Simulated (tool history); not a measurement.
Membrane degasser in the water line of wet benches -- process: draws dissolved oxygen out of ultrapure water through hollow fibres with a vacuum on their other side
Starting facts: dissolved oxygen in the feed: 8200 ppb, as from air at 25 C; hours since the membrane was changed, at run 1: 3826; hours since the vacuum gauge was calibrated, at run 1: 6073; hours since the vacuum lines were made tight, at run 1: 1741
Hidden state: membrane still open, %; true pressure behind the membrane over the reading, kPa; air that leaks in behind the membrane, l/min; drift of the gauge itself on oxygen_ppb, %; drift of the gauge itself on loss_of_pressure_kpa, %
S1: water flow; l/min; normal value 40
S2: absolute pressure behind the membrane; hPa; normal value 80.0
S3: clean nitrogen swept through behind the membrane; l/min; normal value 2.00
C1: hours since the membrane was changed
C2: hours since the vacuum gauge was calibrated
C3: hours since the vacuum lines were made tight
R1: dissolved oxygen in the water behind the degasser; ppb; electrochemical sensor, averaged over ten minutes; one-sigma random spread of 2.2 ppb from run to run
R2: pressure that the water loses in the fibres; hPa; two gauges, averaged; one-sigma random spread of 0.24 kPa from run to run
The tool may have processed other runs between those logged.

| run | hour | S1 | S2 | S3 | C1 | C2 | C3 | R1 | R2 |
|---|---|---|---|---|---|---|---|---|---|
| 1 | 0.0 | 40 | 80.0 | 2.00 | 3826 | 6073 | 1741 | 240.6 | 624.9 |
| 2 | 56.0 | 40 | 80.0 | 2.00 | 3882 | 6129 | 1797 | 241.3 | 627.4 |
| 3 | 134.5 | 40 | 80.0 | 2.00 | 3960 | 6207 | 1875 | 239.2 | 630.6 |
| 4 | 228.9 | 40 | 80.0 | 2.00 | 4055 | 6302 | 1970 | 242.3 | 630.7 |
| 5 | 325.3 | 40 | 80.0 | 2.00 | 4151 | 6398 | 2066 | 245.0 | 630.5 |
| 6 | 376.3 | 40 | 80.0 | 2.00 | 4202 | 6449 | 2117 | 240.7 | 636.2 |
| 7 | 433.5 | 40 | 80.0 | 2.00 | 4259 | 6506 | 2174 | 240.8 | 629.8 |
| 8 | 502.7 | 40 | 80.0 | 2.00 | 4329 | 6576 | 2243 | 243.2 | 631.3 |
| 9 | 592.5 | 40 | 80.0 | 2.00 | 4418 | 6665 | 2333 | 239.7 | 629.7 |
| 10 | 644.7 | 26 | 80.0 | 2.00 | 4471 | 6718 | 2385 | 156.6 | 409.5 |
| 11 | 699.4 | 26 | 80.0 | 2.00 | 4525 | 6772 | 2440 | 157.6 | 410.7 |
| 12 | 744.8 | 26 | 80.0 | 2.00 | 4571 | 6818 | 2486 | 155.5 | 412.1 |
| 13 | 802.3 | 40 | 80.0 | 0.90 | 4628 | 6875 | 2543 | 440.5 | 635.0 |
| 14 | 891.2 | 34 | 80.0 | 2.00 | 4717 | 6964 | 2632 | 206.9 | 535.1 |
| 15 | 939.8 | 34 | 80.0 | 2.00 | 4766 | 7013 | 2681 | 205.7 | 536.1 |
| 16 | 991.1 | 34 | 123.8 | 2.00 | 4817 | 7064 | 2732 | 367.2 | 543.0 |
| 17 | 1040.3 | 40 | 80.0 | 1.89 | 4866 | 7113 | 2781 | 252.1 | 636.1 |
| 18 | 1106.3 | 40 | 75.8 | 2.00 | 4932 | 7179 | 2847 | 229.4 | 639.7 |
| 19 | 1176.7 | 40 | 75.8 | 2.00 | 5003 | 7250 | 2917 | 224.7 | 635.6 |
| 20 | 1264.2 | 40 | 70.2 | 1.29 | 5090 | 7337 | 3005 | 280.6 | 637.1 |

Predict the results of run 21:
| 21 | 1361.5 | 40 | 102.6 | 2.00 | 5187 | 7434 | 3102 | ? | ? |

R1: 339.1 ppb
R2: 639.1 hPa
With no hidden state in the tool, this same run would have given R1 318.5 ppb, R2 614.4 hPa.

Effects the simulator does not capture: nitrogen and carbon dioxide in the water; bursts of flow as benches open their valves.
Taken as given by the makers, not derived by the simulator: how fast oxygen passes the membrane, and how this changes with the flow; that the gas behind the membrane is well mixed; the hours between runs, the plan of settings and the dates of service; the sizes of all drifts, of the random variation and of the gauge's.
